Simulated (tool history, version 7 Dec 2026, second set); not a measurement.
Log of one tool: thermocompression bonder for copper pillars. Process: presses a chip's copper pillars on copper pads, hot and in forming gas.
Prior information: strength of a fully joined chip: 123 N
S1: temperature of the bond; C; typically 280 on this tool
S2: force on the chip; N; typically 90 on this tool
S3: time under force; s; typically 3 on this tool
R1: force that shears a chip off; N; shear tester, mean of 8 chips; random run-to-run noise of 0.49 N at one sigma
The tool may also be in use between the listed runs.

run,hour,S1,S2,S3,R1
1,0,280,90,3,77.4
2,9.2,280,90,3,77
3,17.9,280,128,3,94.6
4,22.3,280,128,3,94.1
5,28.8,280,90,3,77.7
6,34.8,280,90,3,76.3
7,42.2,280,90,3,77.1
8,52.4,280,108,3,86.7
9,61.8,280,108,3,85.7
10,68.6,303,108,3,97.8
11,78.4,263,90,3,67.1
12,83.3,280,90,3,76.9
13,87.6,280,90,3,78.2
14,94.8,280,90,3,77
15,102.7,280,90,3,77
16,110.9,280,90,3,76.6
17,118.5,280,90,3,75.6
18,128.3,280,90,3,77.7
19,134.6,280,90,3,77.3
20,138.9,280,90,3,77.4
21,149.3,255,70,6,65.4
22,154.9,253,109,3,70.8
23,160.3,280,83,2,64
24,166.1,280,83,2,63.9
25,175.2,279,90,2,67.8
26,184.5,300,90,3,87.6
27,191.5,286,120,2,85.4
28,201.1,288,88,4,87.2
# hour 202.3: forming gas filter changed
29,209.2,288,88,4,86.6
30,217.8,288,88,4,85.8
31,225.2,275,90,4,81.8
32,235.2,275,90,4,80.9
33,245.3,275,94,5,87.7
34,249.6,270,98,2,65.9
35,255.8,283,90,3,79
36,266,257,90,2,55.2
37,271.4,257,90,2,55.6
38,280.3,254,95,5,75.9
39,288,254,95,5,76.6

What if the next run were any one of these 3? Each begins from the tool's condition after run 39:
A,295.2,280,90,2,?
B,295.2,280,90,4,?
C,295.2,258,90,3,?

run,R1
A,68.7
B,83.5
C,64.7
Stripped of hidden state, with their random variation kept, the same runs would have yielded:
run,R1
A,68.7
B,83.5
C,64.7
